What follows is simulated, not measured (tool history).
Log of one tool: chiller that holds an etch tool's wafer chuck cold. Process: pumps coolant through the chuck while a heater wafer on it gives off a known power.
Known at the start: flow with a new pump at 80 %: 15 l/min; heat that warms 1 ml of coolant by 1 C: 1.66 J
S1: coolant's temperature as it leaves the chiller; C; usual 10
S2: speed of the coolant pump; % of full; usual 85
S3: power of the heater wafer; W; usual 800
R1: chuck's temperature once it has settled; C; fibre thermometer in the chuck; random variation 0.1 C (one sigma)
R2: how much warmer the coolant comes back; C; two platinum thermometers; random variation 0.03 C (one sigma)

run 1 day=0.000 | S1=10 S2=85 S3=800 | R1=15.3 R2=1.82
run 2 day=1.933 | S1=10 S2=85 S3=511 | R1=13.2 R2=1.19
run 3 day=4.638 | S1=10 S2=85 S3=511 | R1=13.3 R2=1.20
run 4 day=7.546 | S1=10 S2=85 S3=511 | R1=13.3 R2=1.22
run 5 day=10.912 | S1=10 S2=85 S3=511 | R1=13.5 R2=1.18
run 6 day=15.029 | S1=10 S2=80 S3=511 | R1=13.8 R2=1.30
run 7 day=19.242 | S1=10 S2=85 S3=800 | R1=15.3 R2=1.87
run 8 day=22.262 | S1=10 S2=85 S3=800 | R1=15.2 R2=1.91
run 9 day=24.179 | S1=10 S2=85 S3=800 | R1=15.3 R2=1.88
run 10 day=27.850 | S1=10 S2=85 S3=800 | R1=15.3 R2=1.93
run 11 day=31.679 | S1=0 S2=85 S3=800 | R1=5.3 R2=1.94
run 12 day=35.562 | S1=10 S2=85 S3=729 | R1=15.0 R2=1.75
run 13 day=38.488 | S1=15 S2=85 S3=707 | R1=19.7 R2=1.71
run 14 day=42.117 | S1=6 S2=85 S3=636 | R1=10.3 R2=1.56
run 15 day=44.925 | S1=6 S2=85 S3=974 | R1=12.4 R2=2.35
run 16 day=47.042 | S1=6 S2=88 S3=850 | R1=11.3 R2=2.01
run 17 day=50.321 | S1=3 S2=85 S3=664 | R1=7.4 R2=1.70
run 18 day=52.162 | S1=3 S2=85 S3=664 | R1=7.5 R2=1.72
run 19 day=54.004 | S1=6 S2=85 S3=800 | R1=11.3 R2=1.98
run 20 day=56.746 | S1=6 S2=85 S3=800 | R1=11.3 R2=2.01
run 21 day=59.908 | S1=16 S2=85 S3=885 | R1=21.9 R2=2.24
run 22 day=63.679 | S1=16 S2=85 S3=885 | R1=22.0 R2=2.21
run 23 day=68.108 | S1=1 S2=64 S3=916 | R1=8.6 R2=2.99
run 24 day=70.471 | S1=15 S2=76 S3=827 | R1=21.0 R2=2.33

4 ways to go on from here, each from the tool as it stands after run 24. What would each give?
-- day=71.338 gauge calibrated
run A day=74.471 | S1=1 S2=90 S3=827 | R1=? R2=?
-- day=71.338 gauge calibrated
run B day=74.471 | S1=19 S2=76 S3=933 | R1=? R2=?
-- day=71.338 gauge calibrated
run C day=74.471 | S1=9 S2=83 S3=892 | R1=? R2=?
-- day=71.338 gauge calibrated
run D day=74.471 | S1=15 S2=76 S3=804 | R1=? R2=?

run=A R1=6.2 R2=1.79
run=B R1=25.6 R2=2.39
run=C R1=15.0 R2=2.07
run=D R1=20.9 R2=2.03
Without the tool's hidden state the same runs would have given:
run=A R1=6.2 R2=1.78
run=B R1=25.6 R2=2.38
run=C R1=15.0 R2=2.05
run=D R1=20.8 R2=2.02
